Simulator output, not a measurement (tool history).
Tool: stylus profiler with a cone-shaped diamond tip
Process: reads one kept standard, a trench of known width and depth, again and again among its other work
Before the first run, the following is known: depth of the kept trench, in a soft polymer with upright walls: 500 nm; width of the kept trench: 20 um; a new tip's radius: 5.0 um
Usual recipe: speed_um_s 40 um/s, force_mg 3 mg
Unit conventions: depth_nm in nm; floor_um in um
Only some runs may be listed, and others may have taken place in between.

run 1 hour=0 | speed_um_s=40 force_mg=3 | depth_nm=507.61 floor_um=15.15
run 2 hour=41.6 | speed_um_s=40 force_mg=3 | depth_nm=507.87 floor_um=15.11
run 3 hour=68.8 | speed_um_s=40 force_mg=3.34 | depth_nm=508.39 floor_um=15.21
run 4 hour=89.5 | speed_um_s=40 force_mg=3.34 | depth_nm=508.24 floor_um=15.12
run 5 hour=118.2 | speed_um_s=40 force_mg=3 | depth_nm=507.76 floor_um=15.11
run 6 hour=149.1 | speed_um_s=16 force_mg=3 | depth_nm=507.95 floor_um=15.21
run 7 hour=173.5 | speed_um_s=16 force_mg=3 | depth_nm=508.08 floor_um=15.17
run 8 hour=201.6 | speed_um_s=40 force_mg=3 | depth_nm=507.57 floor_um=15.1
run 9 hour=232.1 | speed_um_s=40 force_mg=3 | depth_nm=507.75 floor_um=15.06
run 10 hour=258.2 | speed_um_s=40 force_mg=3 | depth_nm=508.33 floor_um=15.09
run 11 hour=286.7 | speed_um_s=40 force_mg=3 | depth_nm=507.98 floor_um=15.09
run 12 hour=337 | speed_um_s=18 force_mg=5.04 | depth_nm=510.51 floor_um=15.16
run 13 hour=368.7 | speed_um_s=22 force_mg=4.36 | depth_nm=509.78 floor_um=15.12
run 14 hour=418.4 | speed_um_s=107 force_mg=2.11 | depth_nm=506.65 floor_um=14.82
run 15 hour=459.9 | speed_um_s=18 force_mg=4.13 | depth_nm=509.57 floor_um=15.06
run 16 hour=494.6 | speed_um_s=18 force_mg=4.13 | depth_nm=509.82 floor_um=15.12
run 17 hour=545.5 | speed_um_s=101 force_mg=4.1 | depth_nm=509.71 floor_um=14.92
run 18 hour=577.9 | speed_um_s=101 force_mg=4.1 | depth_nm=509.46 floor_um=14.87
run 19 hour=605.7 | speed_um_s=101 force_mg=4.1 | depth_nm=509.57 floor_um=14.87

Consider 4 possible next runs. They are alternatives, not a sequence: every one starts from the tool as it was left by run 19. What does each give?
run A hour=645.8 | speed_um_s=21 force_mg=8.76 | depth_nm=? floor_um=?
run B hour=645.8 | speed_um_s=28 force_mg=1.51 | depth_nm=? floor_um=?
run C hour=645.8 | speed_um_s=101 force_mg=1.7 | depth_nm=? floor_um=?
run D hour=645.8 | speed_um_s=17 force_mg=4.38 | depth_nm=? floor_um=?

run=A depth_nm=514.82 floor_um=15
run=B depth_nm=506.14 floor_um=15
run=C depth_nm=506.51 floor_um=14.74
run=D depth_nm=510.07 floor_um=15
Without the tool's hidden state the same runs would have given:
run=A depth_nm=512.59 floor_um=15.59
run=B depth_nm=503.95 floor_um=15.58
run=C depth_nm=504.31 floor_um=15.32
run=D depth_nm=507.86 floor_um=15.58
